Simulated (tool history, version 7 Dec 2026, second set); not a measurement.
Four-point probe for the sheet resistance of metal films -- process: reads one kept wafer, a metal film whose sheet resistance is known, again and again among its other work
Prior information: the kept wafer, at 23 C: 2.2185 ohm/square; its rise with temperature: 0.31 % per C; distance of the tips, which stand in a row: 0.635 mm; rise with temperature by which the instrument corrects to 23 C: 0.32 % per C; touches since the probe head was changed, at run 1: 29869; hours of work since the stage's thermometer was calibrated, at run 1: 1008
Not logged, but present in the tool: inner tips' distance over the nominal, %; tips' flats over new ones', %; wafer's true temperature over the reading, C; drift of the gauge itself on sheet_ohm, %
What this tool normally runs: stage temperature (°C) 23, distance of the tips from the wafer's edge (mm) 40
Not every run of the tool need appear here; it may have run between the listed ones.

| run | hour | stage temperature (°C) | distance of the tips from the wafer's edge (mm) | touches since the probe head was changed | hours of work since the stage's thermometer was calibrated | sheet resistance as the instrument gives it (ohm/square) |
|---|---|---|---|---|---|---|
| 1 | 0.0 | 23 | 40 | 29869 | 1008 | 2.213542 |
| 2 | 40.3 | 23 | 67 | 32373 | 1036 | 2.211661 |
| 3 | 74.7 | 23 | 67 | 34507 | 1060 | 2.211735 |
| 4 | 111.3 | 21 | 40 | 36780 | 1085 | 2.211568 |
| 5 | 154.8 | 21 | 40 | 39480 | 1115 | 2.211478 |
| 6 | 175.6 | 21 | 40 | 40768 | 1130 | 2.211180 |
| 7 | 197.8 | 21 | 40 | 42151 | 1145 | 2.210001 |
| 8 | 224.4 | 23 | 40 | 43803 | 1164 | 2.209303 |
| 9 | 246.3 | 23 | 40 | 45157 | 1179 | 2.209882 |
| 10 | 269.5 | 21 | 35 | 46596 | 1195 | 2.208995 |
| 11 | 288.7 | 21 | 35 | 47791 | 1208 | 2.208931 |
| 12 | 319.8 | 19 | 13 | 49722 | 1230 | 2.210846 |
| 13 | 360.2 | 19 | 13 | 52229 | 1258 | 2.210726 |
| 14 | 381.3 | 19 | 13 | 53542 | 1273 | 2.209615 |
| 15 | 403.3 | 34 | 38 | 54908 | 1288 | 2.204727 |

Forecast each of these 4 alternatives for the next run:
| A | 442.5 | 23 | 10 | 57339 | 1315 | ? |
| B | 442.5 | 23 | 8 | 57339 | 1315 | ? |
| C | 442.5 | 32 | 6 | 57339 | 1315 | ? |
| D | 442.5 | 23 | 3 | 57339 | 1315 | ? |

| run | sheet resistance as the instrument gives it (ohm/square) |
|---|---|
| A | 2.210200 |
| B | 2.213089 |
| C | 2.217254 |
| D | 2.256413 |
Without the tool's unlogged condition, the same runs would have read:
| run | sheet resistance as the instrument gives it (ohm/square) |
|---|---|
| A | 2.223344 |
| B | 2.226248 |
| C | 2.230379 |
| D | 2.269812 |
